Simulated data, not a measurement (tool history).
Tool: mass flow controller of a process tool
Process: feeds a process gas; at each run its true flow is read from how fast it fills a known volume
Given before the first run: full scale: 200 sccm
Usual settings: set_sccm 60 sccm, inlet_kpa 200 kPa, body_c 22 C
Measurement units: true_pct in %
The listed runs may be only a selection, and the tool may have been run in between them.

run 1 hour=0.0 | set_sccm=60 inlet_kpa=200 body_c=22 | true_pct=103.75
run 2 hour=590.2 | set_sccm=60 inlet_kpa=200 body_c=22 | true_pct=104.05
-- hour=850.5 controller exchanged for a calibrated one
run 3 hour=1057.3 | set_sccm=60 inlet_kpa=200 body_c=22 | true_pct=99.05
run 4 hour=1303.0 | set_sccm=60 inlet_kpa=200 body_c=22 | true_pct=98.99
run 5 hour=1672.3 | set_sccm=60 inlet_kpa=200 body_c=22 | true_pct=99.19
run 6 hour=1954.4 | set_sccm=60 inlet_kpa=200 body_c=22 | true_pct=99.28
run 7 hour=2545.7 | set_sccm=60 inlet_kpa=200 body_c=22 | true_pct=99.70
run 8 hour=2932.4 | set_sccm=60 inlet_kpa=200 body_c=22 | true_pct=99.88
run 9 hour=3475.6 | set_sccm=27 inlet_kpa=200 body_c=22 | true_pct=100.71
run 10 hour=3809.9 | set_sccm=60 inlet_kpa=200 body_c=22 | true_pct=100.40
run 11 hour=4291.0 | set_sccm=60 inlet_kpa=200 body_c=22 | true_pct=100.71
run 12 hour=4731.5 | set_sccm=60 inlet_kpa=200 body_c=22 | true_pct=101.03
run 13 hour=5043.8 | set_sccm=60 inlet_kpa=200 body_c=22 | true_pct=101.21
run 14 hour=5413.3 | set_sccm=64 inlet_kpa=148 body_c=40 | true_pct=102.41
run 15 hour=5997.1 | set_sccm=102 inlet_kpa=148 body_c=40 | true_pct=102.65
run 16 hour=6319.2 | set_sccm=102 inlet_kpa=148 body_c=40 | true_pct=102.81
run 17 hour=6646.6 | set_sccm=33 inlet_kpa=169 body_c=22 | true_pct=102.80
run 18 hour=6907.0 | set_sccm=200 inlet_kpa=148 body_c=22 | true_pct=102.20
run 19 hour=7145.7 | set_sccm=179 inlet_kpa=194 body_c=25 | true_pct=102.71
run 20 hour=7590.1 | set_sccm=34 inlet_kpa=222 body_c=20 | true_pct=103.57
run 21 hour=8087.4 | set_sccm=178 inlet_kpa=142 body_c=21 | true_pct=102.49

What if the next run were any one of these 3? Each begins from the tool's condition after run 21:
run A hour=8411.4 | set_sccm=178 inlet_kpa=189 body_c=30 | true_pct=?
run B hour=8411.4 | set_sccm=92 inlet_kpa=258 body_c=25 | true_pct=?
run C hour=8411.4 | set_sccm=177 inlet_kpa=191 body_c=21 | true_pct=?

run=A true_pct=103.68
run=B true_pct=103.44
run=C true_pct=102.98
Without the tool's unlogged condition, the same runs would have read:
run=A true_pct=100.17
run=B true_pct=99.45
run=C true_pct=99.47

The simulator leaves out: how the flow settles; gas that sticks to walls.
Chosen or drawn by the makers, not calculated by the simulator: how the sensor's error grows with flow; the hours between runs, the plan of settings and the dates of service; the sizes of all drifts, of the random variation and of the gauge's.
